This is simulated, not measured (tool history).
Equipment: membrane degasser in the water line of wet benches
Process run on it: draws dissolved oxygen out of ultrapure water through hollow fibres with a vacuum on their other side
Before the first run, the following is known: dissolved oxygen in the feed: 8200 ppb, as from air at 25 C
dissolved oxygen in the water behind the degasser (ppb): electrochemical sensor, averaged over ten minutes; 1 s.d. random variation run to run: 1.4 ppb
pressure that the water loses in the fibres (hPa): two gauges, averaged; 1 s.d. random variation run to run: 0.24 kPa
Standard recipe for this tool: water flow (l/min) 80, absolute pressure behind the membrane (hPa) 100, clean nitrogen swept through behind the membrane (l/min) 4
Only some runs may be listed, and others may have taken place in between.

run	day	water flow (l/min)	absolute pressure behind the membrane (hPa)	clean nitrogen swept through behind the membrane (l/min)	dissolved oxygen in the water behind the degasser (ppb)	pressure that the water loses in the fibres (hPa)
1	0	80	100	4	301.6	646.6
2	3.204	80	100	5.92	214.8	647.9
# day 7.908: vacuum gauge calibrated
3	9.729	80	100	5.92	214.2	644.6
4	16.867	80	100	5.92	215	643
5	20.025	80	100	5.92	215.4	644.6
6	26.896	80	100	5.92	214.8	645.6
7	31.646	80	100	5.92	215	641.5
8	35.392	80	100	5.92	216.3	644.6
9	42.479	80	100	6.47	198.7	641.8
10	47.912	80	100	7.71	171.3	643.2
11	52.521	80	100	2.65	418.6	643.1
12	59.358	80	100	4	301.8	637.7
13	63.442	80	100	4	301.8	637
14	67.496	80	100	4	301.2	634.9
15	70.775	80	100	4	301	637.4
16	77.562	80	100	4	301.3	629.4
17	83.717	96	72	11.07	101.3	765.8
18	87.117	96	72	11.07	99.8	762.1
19	93.058	70	87	2.59	311.8	551.6
20	100.775	50	87	1.81	314.7	393.6
# day 101.492: gauge calibrated
21	107.233	56	147	4.22	340.7	454.6
22	112.862	56	147	4.22	343	447.6
23	118.05	103	161	10.94	301.4	834.8
24	125.154	99	67	9.95	103.2	795.4
25	130.296	99	63	9.95	95	794.9
26	136.579	99	63	2.94	231.4	791.3
27	143.338	99	63	2.94	233.3	790.3
28	150.521	99	63	2.94	233.1	796.3
# day 153.762: vacuum gauge calibrated
29	156.646	99	63	2.94	234.3	792.3
30	163.683	99	63	2.94	233.4	791.4
31	170.112	48	100	7.27	107.9	382.9

Selected run-to-run steps in pressure that the water loses in the fibres (hPa), each split into two signed amounts: the part the tool would show with no hidden state at all (from settings, incoming material and random variation), and the remainder, which goes to the hidden state together with any gauge scatter not common to the measured and the hidden-state-free results:
What the log doesn't record here: membrane still open, %; true pressure behind the membrane over the reading, kPa; air that leaks in behind the membrane, l/min; drift of the gauge itself on oxygen_ppb, %; drift of the gauge itself on loss_of_pressure_kpa, %.
Run 16 -> 17: water flow (l/min) 80 -> 96, absolute pressure behind the membrane (hPa) 100 -> 72, clean nitrogen swept through behind the membrane (l/min) 4 -> 11.07. pressure that the water loses in the fibres (hPa) +136.4: hidden state -3, all else +139.4.
Run 18 -> 19: water flow (l/min) 96 -> 70, absolute pressure behind the membrane (hPa) 72 -> 87, clean nitrogen swept through behind the membrane (l/min) 11.07 -> 2.59. pressure that the water loses in the fibres (hPa) -210.5: hidden state +2.9, all else -213.4.
Run 20 -> 21: water flow (l/min) 50 -> 56, absolute pressure behind the membrane (hPa) 87 -> 147, clean nitrogen swept through behind the membrane (l/min) 1.81 -> 4.22, gauge calibrated. pressure that the water loses in the fibres (hPa) +61: hidden state +8.2, all else +52.8.
Run 22 -> 23: water flow (l/min) 56 -> 103, absolute pressure behind the membrane (hPa) 147 -> 161, clean nitrogen swept through behind the membrane (l/min) 4.22 -> 10.94. pressure that the water loses in the fibres (hPa) +387.2: hidden state -1.3, all else +388.5.
Run 30 -> 31: water flow (l/min) 99 -> 48, absolute pressure behind the membrane (hPa) 63 -> 100, clean nitrogen swept through behind the membrane (l/min) 2.94 -> 7.27. pressure that the water loses in the fibres (hPa) -408.5: hidden state +4.3, all else -412.8.
